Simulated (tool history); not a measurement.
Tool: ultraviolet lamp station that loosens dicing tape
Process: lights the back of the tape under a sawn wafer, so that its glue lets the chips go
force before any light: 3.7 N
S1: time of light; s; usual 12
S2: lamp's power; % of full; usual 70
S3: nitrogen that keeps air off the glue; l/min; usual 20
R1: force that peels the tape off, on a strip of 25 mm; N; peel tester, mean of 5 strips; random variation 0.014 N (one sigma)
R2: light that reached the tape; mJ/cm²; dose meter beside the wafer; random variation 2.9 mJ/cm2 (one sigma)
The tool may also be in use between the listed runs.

| run | hour | S1 | S2 | S3 | R1 | R2 |
|---|---|---|---|---|---|---|
| 1 | 0.0 | 12 | 70 | 20 | 0.861 | 362 |
| 2 | 8.3 | 12 | 70 | 20 | 0.857 | 354 |
| 3 | 14.9 | 12 | 70 | 20 | 0.848 | 358 |
| 4 | 28.4 | 12 | 70 | 20 | 0.849 | 353 |
| 5 | 37.2 | 12 | 70 | 20 | 0.822 | 355 |
| 6 | 45.3 | 12 | 70 | 20 | 0.884 | 354 |
| 7 | 59.8 | 12 | 70 | 20 | 0.837 | 348 |
| 8 | 68.7 | 12 | 70 | 20 | 0.890 | 344 |
| 9 | 75.9 | 12 | 70 | 20 | 0.874 | 349 |
| 10 | 91.2 | 12 | 61 | 20 | 1.049 | 304 |
| 11 | 105.2 | 12 | 61 | 20 | 1.005 | 301 |
| 12 | 115.2 | 12 | 61 | 20 | 1.051 | 301 |
| 13 | 129.7 | 12 | 70 | 13 | 1.085 | 342 |
| 14 | 143.4 | 12 | 70 | 13 | 1.054 | 341 |
| 15 | 152.4 | 9 | 70 | 20 | 1.246 | 249 |
| 16 | 160.1 | 9 | 70 | 20 | 1.290 | 254 |
|  | 167.9 | window cleaned of glue's vapour |
| 17 | 170.7 | 12 | 70 | 13 | 1.016 | 361 |
| 18 | 185.0 | 8 | 70 | 20 | 1.296 | 237 |
| 19 | 200.5 | 12 | 70 | 20 | 0.849 | 354 |
| 20 | 215.9 | 12 | 70 | 20 | 0.847 | 356 |
| 21 | 229.4 | 12 | 70 | 20 | 0.872 | 354 |
| 22 | 236.7 | 12 | 70 | 20 | 0.840 | 352 |
| 23 | 249.0 | 9 | 70 | 26 | 1.124 | 262 |
| 24 | 261.0 | 9 | 70 | 26 | 1.109 | 260 |
| 25 | 268.9 | 10 | 63 | 10 | 1.516 | 257 |
| 26 | 276.9 | 20 | 70 | 20 | 0.410 | 577 |
| 27 | 284.8 | 20 | 70 | 21 | 0.436 | 576 |
| 28 | 299.1 | 19 | 70 | 6 | 0.878 | 537 |
| 29 | 315.0 | 12 | 63 | 24 | 0.952 | 304 |
| 30 | 329.4 | 21 | 67 | 6 | 0.856 | 568 |
| 31 | 344.5 | 12 | 70 | 20 | 0.894 | 332 |
| 32 | 353.4 | 18 | 85 | 7 | 0.692 | 606 |
| 33 | 360.7 | 18 | 85 | 7 | 0.706 | 602 |
| 34 | 368.6 | 18 | 85 | 7 | 0.697 | 604 |
| 35 | 378.9 | 7 | 66 | 20 | 1.755 | 182 |
| 36 | 391.2 | 9 | 93 | 28 | 0.809 | 327 |
| 37 | 402.4 | 11 | 70 | 10 | 1.332 | 301 |
| 38 | 410.4 | 21 | 70 | 37 | 0.332 | 576 |
| 39 | 424.2 | 11 | 88 | 21 | 0.783 | 372 |
| 40 | 433.9 | 11 | 68 | 39 | 0.865 | 290 |
| 41 | 441.9 | 11 | 68 | 39 | 0.860 | 289 |
| 42 | 456.5 | 14 | 83 | 26 | 0.584 | 444 |
| 43 | 463.1 | 14 | 83 | 26 | 0.559 | 443 |

4 ways to go on from here, each from the tool as it stands after run 43. What would each give?
| A | 476.4 | 17 | 85 | 18 | ? | ? |
| B | 476.4 | 6 | 83 | 11 | ? | ? |
| C | 476.4 | 20 | 95 | 32 | ? | ? |
| D | 476.4 | 23 | 83 | 26 | ? | ? |

| run | R1 | R2 |
|---|---|---|
| A | 0.479 | 550 |
| B | 1.889 | 187 |
| C | 0.260 | 727 |
| D | 0.294 | 718 |
Without the tool's hidden state the same runs would have given:
| run | R1 | R2 |
|---|---|---|
| A | 0.314 | 744 |
| B | 1.508 | 253 |
| C | 0.212 | 984 |
| D | 0.230 | 973 |
